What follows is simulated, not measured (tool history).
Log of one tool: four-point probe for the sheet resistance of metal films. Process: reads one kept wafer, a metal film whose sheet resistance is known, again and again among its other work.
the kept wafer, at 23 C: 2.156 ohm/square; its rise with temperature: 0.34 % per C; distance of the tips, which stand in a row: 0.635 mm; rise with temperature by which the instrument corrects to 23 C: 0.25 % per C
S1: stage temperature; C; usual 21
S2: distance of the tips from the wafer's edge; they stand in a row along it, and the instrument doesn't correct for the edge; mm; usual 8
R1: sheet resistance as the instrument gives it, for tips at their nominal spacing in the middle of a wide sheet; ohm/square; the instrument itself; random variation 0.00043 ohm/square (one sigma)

{"run": 1, "hour": 0.0, "S1": 21, "S2": 8, "R1": 2.136184}
{"run": 2, "hour": 20.0, "S1": 21, "S2": 8, "R1": 2.135696}
{"run": 3, "hour": 55.3, "S1": 21, "S2": 8, "R1": 2.135552}
{"run": 4, "hour": 79.2, "S1": 21, "S2": 8, "R1": 2.13483}
{"run": 5, "hour": 99.3, "S1": 21, "S2": 6, "R1": 2.140073}
{"run": 6, "hour": 126.6, "S1": 20, "S2": 6, "R1": 2.137682}
{"run": 7, "hour": 150.6, "S1": 21, "S2": 8, "R1": 2.133993}
{"run": 8, "hour": 167.4, "S1": 21, "S2": 8, "R1": 2.133705}
{"run": 9, "hour": 195.8, "S1": 31, "S2": 8, "R1": 2.151682}
{"run": 10, "hour": 217.2, "S1": 31, "S2": 8, "R1": 2.150719}
{"run": 11, "hour": 252.9, "S1": 31, "S2": 8, "R1": 2.151062}
{"run": 12, "hour": 268.8, "S1": 28, "S2": 16, "R1": 2.139371}
{"run": 13, "hour": 298.5, "S1": 23, "S2": 8, "R1": 2.136613}
{"run": 14, "hour": 323.9, "S1": 25, "S2": 10, "R1": 2.136504}
{"run": 15, "hour": 350.0, "S1": 24, "S2": 15, "R1": 2.131512}
{"run": 16, "hour": 368.4, "S1": 24, "S2": 15, "R1": 2.132543}
{"run": 17, "hour": 397.3, "S1": 28, "S2": 9, "R1": 2.142626}
{"run": 18, "hour": 429.9, "S1": 28, "S2": 9, "R1": 2.141954}
{"run": 19, "hour": 452.7, "S1": 34, "S2": 8, "R1": 2.152869}

Forecast each of these 3 alternatives for the next run:
{"run": "A", "hour": 488.1, "S1": 34, "S2": 15, "R1": "?"}
{"run": "B", "hour": 488.1, "S1": 19, "S2": 18, "R1": "?"}
{"run": "C", "hour": 488.1, "S1": 34, "S2": 44, "R1": "?"}

run=A R1=2.148115
run=B R1=2.120316
run=C R1=2.145799
Without the tool's hidden state the same runs would have given:
run=A R1=2.177778
run=B R1=2.149775
run=C R1=2.175433
